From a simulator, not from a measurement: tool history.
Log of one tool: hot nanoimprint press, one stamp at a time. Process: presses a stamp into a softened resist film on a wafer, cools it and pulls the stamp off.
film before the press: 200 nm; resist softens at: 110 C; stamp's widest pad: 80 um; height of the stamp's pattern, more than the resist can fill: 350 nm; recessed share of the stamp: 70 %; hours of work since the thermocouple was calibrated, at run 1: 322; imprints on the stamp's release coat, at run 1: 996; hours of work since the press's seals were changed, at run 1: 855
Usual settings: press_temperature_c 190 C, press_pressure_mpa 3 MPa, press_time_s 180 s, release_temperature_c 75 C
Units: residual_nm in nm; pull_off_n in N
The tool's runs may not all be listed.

run,day,press_temperature_c,press_pressure_mpa,press_time_s,release_temperature_c,hours of work since the thermocouple was calibrated,imprints on the stamp's release coat,hours of work since the press's seals were changed,residual_nm,pull_off_n
1,0,190,3,180,75,322,996,855,78.3,116
2,3.238,190,3,180,75,378,1169,911,77.9,116
3,6.912,190,3,180,75,441,1365,974,78.3,119
4,9.129,190,3,180,75,480,1483,1012,79.3,115
# day 11.55: plate thermocouple calibrated
5,11.729,188,3,180,75,3,1615,1055,85.6,118
6,15.962,188,3,180,75,76,1841,1128,86.6,112
# day 19.054: stamp cleaned and given a new release coat
7,19.1,188,3,180,75,126,2,1178,86.5,117
8,22.983,188,3,180,75,193,209,1245,87.1,116
9,25.079,188,3,180,75,229,321,1281,86.9,117
10,28.462,188,3,180,75,287,501,1339,87.3,113
11,30.254,190,3,180,75,318,597,1370,80.2,112
# day 31.208: press's hydraulic seals changed and the load cell set to zero
12,33.512,190,3,180,75,369,753,40,79.1,111
13,35.3,190,3,180,75,400,848,71,80.2,118
14,39.496,190,3,180,75,472,1072,143,80.1,119
# day 42.371: plate thermocouple calibrated
15,42.392,190,3,180,75,0,1220,191,80.1,114
16,45.696,190,3,180,75,57,1396,248,79.2,113
17,49.721,182,1.88,180,76,127,1611,317,135.3,111
18,53.921,178,4.39,99,67,199,1835,390,141.7,137
# day 55.396: gauge calibrated
# day 56.979: stamp cleaned and given a new release coat
19,56.979,178,4.39,148,67,248,0,438,122,142
20,61.121,178,4.39,148,67,319,221,510,124,136
21,64.788,178,4.39,148,67,382,416,573,124,139
22,66.821,178,4.39,148,67,418,525,608,124.5,142
23,69.225,190,2.49,180,65,459,653,649,85.7,146
24,72.271,192,1.86,302,81,512,815,702,72.5,95
# day 72.967: plate thermocouple calibrated
25,75.192,190,3,135,69,38,965,750,88,132
26,76.988,190,3,135,69,69,1060,781,88,132
27,78.933,190,3,123,75,103,1164,815,92.1,116
28,80.921,189,3,307,69,137,1270,849,66.3,134
29,84.038,189,4.14,307,72,191,1436,903,57,123
30,87.267,189,4.14,307,64,247,1609,959,57.1,144
31,90.575,189,4.14,164,77,304,1785,1016,75,108

3 ways to go on from here, each from the tool as it stands after run 31. What would each give?
# day 91.696: gauge calibrated
A,92.279,190,3.77,180,82,333,1876,1045,?,?
# day 91.696: gauge calibrated
B,92.279,190,2.04,213,75,333,1876,1045,?,?
# day 91.696: gauge calibrated
C,92.279,198,4.14,164,66,333,1876,1045,?,?

run,residual_nm,pull_off_n
A,70.2,93
B,87.2,119
C,47.6,145
Without the tool's hidden state the same runs would have given:
run,residual_nm,pull_off_n
A,70.1,92
B,87,117
C,47.5,143

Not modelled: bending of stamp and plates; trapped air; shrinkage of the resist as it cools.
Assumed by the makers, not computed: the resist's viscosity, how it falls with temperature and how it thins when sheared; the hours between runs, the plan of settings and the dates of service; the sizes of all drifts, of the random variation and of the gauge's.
